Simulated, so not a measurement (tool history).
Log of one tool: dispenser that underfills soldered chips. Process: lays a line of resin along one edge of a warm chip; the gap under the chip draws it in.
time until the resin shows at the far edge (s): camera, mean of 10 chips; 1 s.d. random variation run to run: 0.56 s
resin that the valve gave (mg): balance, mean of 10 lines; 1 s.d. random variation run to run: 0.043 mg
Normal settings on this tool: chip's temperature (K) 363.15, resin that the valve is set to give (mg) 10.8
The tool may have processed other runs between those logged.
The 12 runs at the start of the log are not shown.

| run | hour | chip's temperature (K) | resin that the valve is set to give (mg) | time until the resin shows at the far edge (s) | resin that the valve gave (mg) |
|---|---|---|---|---|---|
|  | 95.8 | new syringe of resin |
| 13 | 99.0 | 348.15 | 10.8 | 100.4 | 10.68 |
|  | 106.3 | new syringe of resin |
| 14 | 111.2 | 348.15 | 10.8 | 107.6 | 10.76 |
|  | 116.2 | new syringe of resin |
| 15 | 123.3 | 348.15 | 10.8 | 117.1 | 10.63 |
|  | 126.9 | new syringe of resin |
| 16 | 130.0 | 348.15 | 10.8 | 100.9 | 10.63 |
|  | 137.1 | new syringe of resin |
| 17 | 137.1 | 348.15 | 11.7 | 90.9 | 11.45 |
|  | 147.5 | new syringe of resin |
| 18 | 149.3 | 348.15 | 11.7 | 95.8 | 11.41 |
|  | 157.6 | new syringe of resin |
| 19 | 160.2 | 363.15 | 9.5 | 51.6 | 9.30 |
|  | 168.1 | new syringe of resin |
| 20 | 171.7 | 363.15 | 9.5 | 52.7 | 9.25 |
|  | 178.3 | new syringe of resin |
| 21 | 183.4 | 378.15 | 13.7 | 27.1 | 13.32 |
|  | 188.2 | new syringe of resin |
| 22 | 193.9 | 358.15 | 9.9 | 67.6 | 9.60 |
|  | 198.5 | new syringe of resin |
| 23 | 204.4 | 358.15 | 9.9 | 69.2 | 9.61 |
|  | 209.2 | new syringe of resin |
| 24 | 212.1 | 358.15 | 9.9 | 64.2 | 9.55 |
|  | 219.4 | new syringe of resin |
| 25 | 225.0 | 357.15 | 9.6 | 73.6 | 9.19 |
|  | 230.1 | new syringe of resin |
| 26 | 234.1 | 368.15 | 13.0 | 39.5 | 12.45 |
|  | 240.4 | new syringe of resin |
|  | 242.3 | dispensing valve cleaned and set on the balance |
| 27 | 248.8 | 368.15 | 13.0 | 42.0 | 13.06 |
|  | 252.3 | new syringe of resin |
| 28 | 260.1 | 372.15 | 11.0 | 37.6 | 11.00 |
|  | 263.1 | new syringe of resin |
| 29 | 271.1 | 372.15 | 11.0 | 38.1 | 11.01 |
|  | 273.4 | new syringe of resin |
|  | 283.4 | new syringe of resin |
| 30 | 284.7 | 372.15 | 11.0 | 30.6 | 10.95 |
| 31 | 292.4 | 369.15 | 10.6 | 45.0 | 10.50 |
|  | 293.4 | new syringe of resin |
| 32 | 301.6 | 362.15 | 13.6 | 59.2 | 13.45 |
|  | 303.6 | new syringe of resin |
| 33 | 309.4 | 349.15 | 12.9 | 101.6 | 12.72 |
|  | 314.1 | new syringe of resin |
| 34 | 321.3 | 362.15 | 12.6 | 55.6 | 12.39 |
|  | 324.7 | new syringe of resin |
| 35 | 330.1 | 362.15 | 12.6 | 54.1 | 12.31 |

Consider 3 possible next runs. They are alternatives, not a sequence: every one starts from the tool as it was left by run 35. What does each give?
|  | 335.0 | new syringe of resin |
| A | 336.9 | 358.15 | 13.2 | ? | ? |
|  | 335.0 | new syringe of resin |
| B | 336.9 | 355.15 | 13.9 | ? | ? |
|  | 335.0 | new syringe of resin |
| C | 336.9 | 351.15 | 11.4 | ? | ? |

| run | time until the resin shows at the far edge (s) | resin that the valve gave (mg) |
|---|---|---|
| A | 57.4 | 12.95 |
| B | 67.0 | 13.70 |
| C | 80.1 | 11.25 |
Stripped of hidden state, with their random variation kept, the same runs would have yielded:
| run | time until the resin shows at the far edge (s) | resin that the valve gave (mg) |
|---|---|---|
| A | 58.3 | 13.22 |
| B | 68.1 | 13.98 |
| C | 81.5 | 11.48 |
